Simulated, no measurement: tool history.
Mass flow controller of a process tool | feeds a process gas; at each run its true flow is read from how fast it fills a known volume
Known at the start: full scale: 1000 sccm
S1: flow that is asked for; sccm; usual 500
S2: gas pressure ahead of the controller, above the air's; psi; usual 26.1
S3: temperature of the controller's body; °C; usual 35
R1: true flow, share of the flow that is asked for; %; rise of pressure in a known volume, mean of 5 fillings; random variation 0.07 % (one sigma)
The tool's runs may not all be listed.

run 1 hour=0 | S1=500 S2=26.1 S3=35 | R1=97.54
run 2 hour=184.5 | S1=500 S2=26.1 S3=35 | R1=97.6
run 3 hour=340.6 | S1=500 S2=26.1 S3=29 | R1=98.36
run 4 hour=534.4 | S1=500 S2=26.1 S3=29 | R1=98.47
run 5 hour=734.7 | S1=500 S2=26.1 S3=35 | R1=97.93
run 6 hour=856 | S1=632 S2=26.1 S3=35 | R1=98.38
run 7 hour=1032.8 | S1=963 S2=25.4 S3=23 | R1=100.66
run 8 hour=1127.6 | S1=963 S2=25.4 S3=23 | R1=100.74
run 9 hour=1274.4 | S1=234 S2=32.8 S3=37 | R1=97.55
run 10 hour=1448.6 | S1=228 S2=21.9 S3=20 | R1=99.14
run 11 hour=1610.8 | S1=228 S2=21.9 S3=20 | R1=99.23
run 12 hour=1719 | S1=228 S2=21.9 S3=20 | R1=99.44

Hidden state or all else? Some run-to-run changes of R1, split into what the settings, what came in and random variation would give without the hidden state, and what is left for the hidden state (with any gauge scatter that isn't in both results):
The hidden state here: flow at rest that the sensor doesn't see, % of full scale; true flow over the shown one, %; drift of the gauge itself on true_pct, %.
Run 3 -> 4: no setting changed, nothing entered. R1 +0.11 %: hidden state +0.14, all else -0.03.
Run 8 -> 9: S1 963 -> 234, S2 25.4 -> 32.8, S3 23 -> 37. R1 -3.19 %: hidden state +0.07, all else -3.26.

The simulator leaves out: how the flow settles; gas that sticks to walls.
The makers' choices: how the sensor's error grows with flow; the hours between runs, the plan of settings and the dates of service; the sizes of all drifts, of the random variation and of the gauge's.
